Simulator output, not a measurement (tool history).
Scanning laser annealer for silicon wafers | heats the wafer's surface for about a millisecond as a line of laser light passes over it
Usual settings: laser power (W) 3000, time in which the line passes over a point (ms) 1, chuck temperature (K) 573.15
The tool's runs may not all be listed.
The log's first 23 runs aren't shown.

run,day,laser power (W),time in which the line passes over a point (ms),chuck temperature (K),hours of work since the window was cleaned,hours of work since the power meter was calibrated,hours of work since the optics were aligned,highest temperature of the surface (K)
24,10.042,2991,0.71,580.15,251,157,680,1229.15
25,10.325,2560,1.21,603.15,255,160,683,1316.15
26,10.971,3000,0.7,573.15,262,168,690,1217.15
27,11.583,3000,0.7,573.15,270,175,698,1219.15
28,12.112,3000,0.7,573.15,276,182,704,1217.15
29,12.433,3000,0.98,571.15,280,185,708,1327.15
30,12.804,3000,0.98,571.15,284,190,712,1328.15
31,13.367,3000,0.98,571.15,291,196,719,1324.15
32,14.004,2594,1.24,605.15,298,204,726,1330.15
33,14.4,2594,1.24,605.15,303,209,731,1330.15
34,14.667,2788,1.09,554.15,306,212,734,1286.15
35,14.988,2788,1.09,554.15,310,215,738,1290.15

Forecast each of these 3 alternatives for the next run:
A,15.488,2571,1.09,554.15,316,221,744,?
B,15.488,3253,1,573.15,316,221,744,?
C,15.488,2937,1.09,554.15,316,221,744,?

run,highest temperature of the surface (K)
A,1229.15
B,1393.15
C,1327.15
Without the tool's hidden state the same runs would have given:
run,highest temperature of the surface (K)
A,1270.15
B,1444.15
C,1375.15

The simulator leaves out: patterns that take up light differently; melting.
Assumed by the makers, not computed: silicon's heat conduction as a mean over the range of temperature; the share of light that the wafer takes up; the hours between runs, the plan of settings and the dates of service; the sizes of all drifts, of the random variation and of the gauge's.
